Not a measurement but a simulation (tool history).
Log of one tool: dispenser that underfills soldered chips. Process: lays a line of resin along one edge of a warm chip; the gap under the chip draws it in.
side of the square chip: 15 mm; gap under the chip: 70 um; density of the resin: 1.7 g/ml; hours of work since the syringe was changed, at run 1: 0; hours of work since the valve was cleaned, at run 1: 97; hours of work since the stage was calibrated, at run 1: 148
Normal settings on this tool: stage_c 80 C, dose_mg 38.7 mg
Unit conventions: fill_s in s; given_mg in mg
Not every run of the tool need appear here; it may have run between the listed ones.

run   hour  stage_c  dose_mg  hours of work since the syringe was changed  hours of work since the valve was cleaned  hours of work since the stage was calibrated  fill_s  given_mg
  1      0       80     38.7                                            0                                         97                                           148   146.9     37.68
       9.5  -- new syringe of resin
      11.7  -- dispensing valve cleaned and set on the balance
  2   11.7       80     47.3                                            1                                          0                                           155   153.1     47.09
      20.1  -- new syringe of resin
  3   22.5       80     47.3                                            2                                          7                                           163   161.3     46.92
  4   27.1       80     38.7                                            5                                         11                                           166   215.1     38.55
      29.9  -- new syringe of resin
  5   35.3       93     38.7                                            4                                         16                                           172   122.5     38.32
      39.6  -- new syringe of resin
  6   43.1       93     40.9                                            2                                         22                                           177   109.3     40.77
      49.4  -- new syringe of resin
  7   53.6       93     40.9                                            3                                         29                                           184   116.5      40.6
        59  -- new syringe of resin
  8     59       66     38.7                                            0                                         33                                           188   246.5     38.12
      68.7  -- new syringe of resin
  9   69.7       66     38.7                                            1                                         40                                           195   271.5     38.25
      78.7  -- new syringe of resin
 10   78.7       66     38.7                                            0                                         46                                           202   255.6     38.07
 11     84       80     38.7                                            4                                         50                                           205   200.3     38.12
      88.7  -- new syringe of resin
 12   91.6       80     38.7                                            2                                         55                                           211   173.9     38.02
      98.5  -- new syringe of resin
 13   99.7       80     38.7                                            1                                         61                                           216   158.7        38
     108.3  -- new syringe of resin
 14  109.2       73     38.7                                            1                                         67                                           223   203.5     37.73
     118.2  -- new syringe of resin
 15  118.4       73     38.7                                            0                                         74                                           229   192.6     37.74
 16  124.1       73     38.7                                            4                                         78                                           233   268.6     37.53
     127.8  -- new syringe of resin
 17  131.3       73     42.3                                            2                                         83                                           238   233.4     41.13
     137.3  -- new syringe of resin
 18  139.5       80     32.9                                            2                                         88                                           244   178.5        32
     146.9  -- new syringe of resin
 19  148.2       74     47.4                                            1                                         94                                           250   197.3     45.77
     156.6  -- new syringe of resin
 20  157.1       74     47.4                                            0                                        100                                           256   189.7      45.6
     163.8  -- dispensing valve cleaned and set on the balance
 21  163.8       69     44.4                                            4                                          0                                           260   323.5     44.41
     167.3  -- new syringe of resin
 22  171.9       79     43.6                                            3                                          6                                           265   199.6     43.09
     177.2  -- new syringe of resin
 23  180.1       79     43.6                                            2                                         11                                           271   177.3     43.66
     186.9  -- new syringe of resin
 24  188.7       75     41.5                                            1                                         17                                           277   198.7     41.37
     196.6  -- new syringe of resin
 25    198       75     43.1                                            1                                         23                                           283   193.5     43.18
     206.5  -- new syringe of resin
 26  208.5       83     43.6                                            1                                         31                                           290   149.7     43.44
 27  213.8       83     43.6                                            5                                         34                                           294     199     43.15
     216.1  -- new syringe of resin
 28  221.5       87     43.6                                            4                                         40                                           299   151.7     42.91
     226.1  -- new syringe of resin
 29  229.4       87     50.2                                            2                                         45                                           305   139.8     49.67
       236  -- new syringe of resin
 30    239       87     50.2                                            2                                         52                                           312   136.5     49.48
 31  244.3       71     34.2                                            6                                         55                                           315   363.7     33.65
     246.1  -- new syringe of resin
 32  249.5       93       39                                            2                                         59                                           319   114.1     38.36
 33  254.4       93       39                                            6                                         62                                           322   149.8     38.34
     256.4  -- new syringe of resin
 34  259.8       80     33.3                                            2                                         66                                           326   198.4     32.39
     266.2  -- new syringe of resin
 35  266.3       80     42.4                                            0                                         71                                           330   147.4     41.45
 36  272.6       88     48.9                                            5                                         75                                           335   149.6     47.76

For some of the steps in fill_s from one run to the next: how much would appear even if the tool had no hidden state, given the settings, what came in and random variation, and how much remains for the hidden state plus any gauge scatter that the measured result and the result without hidden state don't share?
Hidden state present: resin's viscosity, % of fresh resin's; dose that the valve gives, % of what is set; true chip temperature over the reading, C; drift of the gauge itself on fill_s, %; drift of the gauge itself on given_mg, %.
Run 20 -> 21: stage_c 74 -> 69, dose_mg 47.4 -> 44.4, dispensing valve cleaned and set on the balance. fill_s +133.8 s: hidden state +95.5, all else +38.3.
Run 30 -> 31: stage_c 87 -> 71, dose_mg 50.2 -> 34.2. fill_s +227.2 s: hidden state +129.4, all else +97.8.
Run 31 -> 32: stage_c 71 -> 93, dose_mg 34.2 -> 39, new syringe of resin. fill_s -249.6 s: hidden state -134.7, all else -114.9.

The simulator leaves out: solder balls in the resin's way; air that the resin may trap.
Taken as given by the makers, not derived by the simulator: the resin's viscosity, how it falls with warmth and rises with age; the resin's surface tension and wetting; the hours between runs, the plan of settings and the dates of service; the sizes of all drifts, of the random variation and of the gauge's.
